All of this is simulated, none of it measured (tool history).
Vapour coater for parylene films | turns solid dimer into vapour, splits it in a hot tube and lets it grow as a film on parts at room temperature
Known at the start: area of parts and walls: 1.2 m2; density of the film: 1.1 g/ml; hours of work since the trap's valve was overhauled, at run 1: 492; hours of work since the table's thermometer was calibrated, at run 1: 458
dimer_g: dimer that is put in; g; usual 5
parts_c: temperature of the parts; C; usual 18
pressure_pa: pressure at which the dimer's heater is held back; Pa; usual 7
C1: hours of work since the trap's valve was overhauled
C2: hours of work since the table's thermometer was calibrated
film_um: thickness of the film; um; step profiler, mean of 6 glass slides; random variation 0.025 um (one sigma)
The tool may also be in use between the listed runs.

run 1 hour=0 | dimer_g=5 parts_c=18 pressure_pa=7 | C1=492 C2=458 | film_um=2.36
run 2 hour=15.9 | dimer_g=5 parts_c=18 pressure_pa=7 | C1=501 C2=467 | film_um=2.38
run 3 hour=38.8 | dimer_g=5 parts_c=18 pressure_pa=7 | C1=514 C2=480 | film_um=2.34
run 4 hour=54.3 | dimer_g=5 parts_c=18 pressure_pa=7 | C1=523 C2=489 | film_um=2.37
run 5 hour=78.4 | dimer_g=5 parts_c=18 pressure_pa=7 | C1=537 C2=503 | film_um=2.34
run 6 hour=96 | dimer_g=5 parts_c=18 pressure_pa=7 | C1=547 C2=513 | film_um=2.36
run 7 hour=118.6 | dimer_g=5 parts_c=18 pressure_pa=7 | C1=560 C2=526 | film_um=2.4
run 8 hour=133 | dimer_g=5 parts_c=18 pressure_pa=7 | C1=568 C2=534 | film_um=2.32
run 9 hour=151 | dimer_g=5 parts_c=18 pressure_pa=7 | C1=578 C2=544 | film_um=2.34
run 10 hour=173.2 | dimer_g=5 parts_c=18 pressure_pa=7 | C1=591 C2=557 | film_um=2.34
run 11 hour=184.9 | dimer_g=5 parts_c=18 pressure_pa=7 | C1=598 C2=564 | film_um=2.37
run 12 hour=209.2 | dimer_g=5 parts_c=18 pressure_pa=7 | C1=612 C2=578 | film_um=2.37
run 13 hour=230.5 | dimer_g=5 parts_c=18 pressure_pa=7 | C1=624 C2=590 | film_um=2.37
run 14 hour=252.3 | dimer_g=5 parts_c=18 pressure_pa=2.27 | C1=637 C2=603 | film_um=3.07
-- hour=270.8 trap's valve overhauled
run 15 hour=272.2 | dimer_g=5 parts_c=18 pressure_pa=2.27 | C1=1 C2=612 | film_um=3.09
run 16 hour=293.4 | dimer_g=5 parts_c=18 pressure_pa=2.27 | C1=13 C2=624 | film_um=3.1
run 17 hour=311.4 | dimer_g=5 parts_c=18 pressure_pa=2.27 | C1=23 C2=634 | film_um=3.09
run 18 hour=322.5 | dimer_g=5 parts_c=18 pressure_pa=2.27 | C1=30 C2=641 | film_um=3.05
run 19 hour=347 | dimer_g=5 parts_c=18 pressure_pa=3.84 | C1=44 C2=655 | film_um=2.72
run 20 hour=366.1 | dimer_g=5 parts_c=18 pressure_pa=7 | C1=55 C2=666 | film_um=2.35
run 21 hour=378.4 | dimer_g=5 parts_c=18 pressure_pa=7 | C1=62 C2=673 | film_um=2.34
run 22 hour=389.9 | dimer_g=5 parts_c=12 pressure_pa=4.96 | C1=68 C2=679 | film_um=2.98
run 23 hour=407.7 | dimer_g=3 parts_c=17 pressure_pa=7 | C1=79 C2=690 | film_um=1.49
run 24 hour=419 | dimer_g=4 parts_c=18 pressure_pa=7 | C1=85 C2=696 | film_um=1.92
run 25 hour=430.5 | dimer_g=4 parts_c=18 pressure_pa=7 | C1=92 C2=703 | film_um=1.92
run 26 hour=446.4 | dimer_g=4 parts_c=18 pressure_pa=7 | C1=101 C2=712 | film_um=1.88
run 27 hour=466 | dimer_g=4 parts_c=18 pressure_pa=7 | C1=112 C2=723 | film_um=1.91
run 28 hour=482 | dimer_g=3 parts_c=21 pressure_pa=7 | C1=121 C2=732 | film_um=1.32
run 29 hour=497.5 | dimer_g=3 parts_c=10 pressure_pa=6.13 | C1=130 C2=741 | film_um=1.74
run 30 hour=518.2 | dimer_g=3 parts_c=10 pressure_pa=6.13 | C1=142 C2=753 | film_um=1.76
run 31 hour=542 | dimer_g=3 parts_c=19 pressure_pa=7.07 | C1=156 C2=767 | film_um=1.37
run 32 hour=552 | dimer_g=9 parts_c=17 pressure_pa=5.14 | C1=162 C2=772 | film_um=4.69
run 33 hour=565 | dimer_g=9 parts_c=17 pressure_pa=5.14 | C1=169 C2=780 | film_um=4.71
run 34 hour=581.5 | dimer_g=5 parts_c=21 pressure_pa=7 | C1=179 C2=789 | film_um=2.21
run 35 hour=600.2 | dimer_g=5 parts_c=21 pressure_pa=7 | C1=189 C2=800 | film_um=2.2
run 36 hour=624.1 | dimer_g=3 parts_c=19 pressure_pa=10.12 | C1=203 C2=814 | film_um=1.25
run 37 hour=646.2 | dimer_g=3 parts_c=19 pressure_pa=2.07 | C1=216 C2=827 | film_um=1.84
run 38 hour=657.6 | dimer_g=3 parts_c=19 pressure_pa=2.07 | C1=222 C2=833 | film_um=1.81
run 39 hour=673 | dimer_g=8 parts_c=11 pressure_pa=2.95 | C1=231 C2=842 | film_um=5.36
run 40 hour=683.8 | dimer_g=8 parts_c=11 pressure_pa=2.95 | C1=237 C2=848 | film_um=5.43
run 41 hour=698.6 | dimer_g=5 parts_c=23 pressure_pa=2.76 | C1=246 C2=857 | film_um=2.62

Forecast each of these 4 alternatives for the next run:
run A hour=720.6 | dimer_g=5 parts_c=28 pressure_pa=2.76 | C1=259 C2=869 | film_um=?
run B hour=720.6 | dimer_g=3 parts_c=22 pressure_pa=8.86 | C1=259 C2=869 | film_um=?
run C hour=720.6 | dimer_g=5 parts_c=23 pressure_pa=10.95 | C1=259 C2=869 | film_um=?
run D hour=720.6 | dimer_g=3 parts_c=23 pressure_pa=2.76 | C1=259 C2=869 | film_um=?

run=A film_um=2.32
run=B film_um=1.23
run=C film_um=1.89
run=D film_um=1.6
Without the tool's hidden state the same runs would have given:
run=A film_um=2.32
run=B film_um=1.23
run=C film_um=1.9
run=D film_um=1.6
